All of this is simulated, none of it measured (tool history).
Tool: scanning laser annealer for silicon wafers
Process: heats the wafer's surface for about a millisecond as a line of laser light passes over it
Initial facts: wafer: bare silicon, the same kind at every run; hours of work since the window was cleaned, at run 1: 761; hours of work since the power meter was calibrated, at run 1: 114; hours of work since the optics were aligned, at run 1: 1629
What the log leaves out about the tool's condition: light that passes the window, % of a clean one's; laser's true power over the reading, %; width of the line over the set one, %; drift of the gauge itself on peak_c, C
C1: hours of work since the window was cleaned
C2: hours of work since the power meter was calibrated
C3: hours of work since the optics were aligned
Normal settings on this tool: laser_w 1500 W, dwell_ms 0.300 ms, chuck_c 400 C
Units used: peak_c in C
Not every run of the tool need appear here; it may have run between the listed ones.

Run 1, day 0.000: usual settings; C1 761; C2 114; C3 1629. Result: peak_c 1203 C.
Run 2, day 1.333: usual settings but dwell_ms 0.320 ms; C1 775; C2 128; C3 1643. Result: peak_c 1227 C.
Run 3, day 3.092: usual settings but dwell_ms 0.320 ms; C1 794; C2 146; C3 1662. Result: peak_c 1227 C.
Run 4, day 5.121: usual settings but dwell_ms 0.320 ms; C1 815; C2 168; C3 1683. Result: peak_c 1222 C.
Run 5, day 6.912: usual settings but dwell_ms 0.249 ms; C1 834; C2 187; C3 1703. Result: peak_c 1138 C.
Run 6, day 8.771: usual settings but dwell_ms 0.249 ms; C1 854; C2 206; C3 1722. Result: peak_c 1135 C.
Run 7, day 10.117: usual settings; C1 868; C2 221; C3 1736. Result: peak_c 1201 C.
At day 10.446: window over the wafer cleaned.
Run 8, day 11.408: usual settings; C1 10; C2 234; C3 1749. Result: peak_c 1221 C.
Run 9, day 12.283: usual settings; C1 19; C2 243; C3 1759. Result: peak_c 1224 C.
Run 10, day 13.996: usual settings; C1 38; C2 261; C3 1777. Result: peak_c 1218 C.
At day 14.717: optics aligned, line set to its width.
Run 11, day 15.754: usual settings; C1 54; C2 277; C3 11. Result: peak_c 1214 C.
Run 12, day 17.742: usual settings; C1 75; C2 298; C3 32. Result: peak_c 1216 C.
Run 13, day 19.754: usual settings; C1 96; C2 320; C3 53. Result: peak_c 1217 C.
Run 14, day 21.067: usual settings; C1 110; C2 334; C3 67. Result: peak_c 1213 C.
Run 15, day 22.125: usual settings but laser_w 1607 W, dwell_ms 0.364 ms, chuck_c 371 C; C1 122; C2 345; C3 79. Result: peak_c 1336 C.
Run 16, day 23.304: usual settings but laser_w 1581 W, dwell_ms 0.367 ms, chuck_c 403 C; C1 134; C2 357; C3 91. Result: peak_c 1353 C.
At day 24.221: optics aligned, line set to its width, once more.
Run 17, day 24.429: usual settings but laser_w 1581 W, dwell_ms 0.367 ms, chuck_c 403 C; C1 144; C2 367; C3 2. Result: peak_c 1376 C.
Run 18, day 26.117: usual settings but laser_w 1581 W, dwell_ms 0.264 ms, chuck_c 403 C; C1 162; C2 385; C3 20. Result: peak_c 1240 C.
Run 19, day 28.100: usual settings but laser_w 1505 W, chuck_c 378 C; C1 183; C2 406; C3 41. Result: peak_c 1213 C.
Run 20, day 29.338: usual settings but laser_w 1618 W, dwell_ms 0.350 ms; C1 196; C2 419; C3 54. Result: peak_c 1376 C.
Run 21, day 31.217: usual settings but dwell_ms 0.324 ms, chuck_c 373 C; C1 216; C2 439; C3 74. Result: peak_c 1230 C.
Run 22, day 32.371: usual settings but dwell_ms 0.324 ms, chuck_c 373 C; C1 228; C2 451; C3 86. Result: peak_c 1227 C.
Run 23, day 33.779: usual settings but laser_w 1592 W, dwell_ms 0.345 ms, chuck_c 382 C; C1 243; C2 466; C3 101. Result: peak_c 1333 C.
Run 24, day 35.458: usual settings but laser_w 1592 W, dwell_ms 0.345 ms, chuck_c 382 C; C1 261; C2 484; C3 119. Result: peak_c 1329 C.
Run 25, day 37.017: usual settings but laser_w 1370 W; C1 277; C2 501; C3 136. Result: peak_c 1140 C.

Alternative continuations, all from the tool just after run 25; predict every row:
Run A, day 38.029: usual settings but laser_w 1562 W, chuck_c 369 C; C1 288; C2 511; C3 146. Result: peak_c ?.
Run B, day 38.029: usual settings but laser_w 1370 W, dwell_ms 0.289 ms; C1 288; C2 511; C3 146. Result: peak_c ?.
Run C, day 38.029: usual settings but laser_w 1464 W, dwell_ms 0.372 ms, chuck_c 439 C; C1 288; C2 511; C3 146. Result: peak_c ?.

run  peak_c
  A    1240
  B    1129
  C    1326
Take away the tool's hidden state, keep each run's random variation, and the runs would have read:
run  peak_c
  A    1252
  B    1140
  C    1338

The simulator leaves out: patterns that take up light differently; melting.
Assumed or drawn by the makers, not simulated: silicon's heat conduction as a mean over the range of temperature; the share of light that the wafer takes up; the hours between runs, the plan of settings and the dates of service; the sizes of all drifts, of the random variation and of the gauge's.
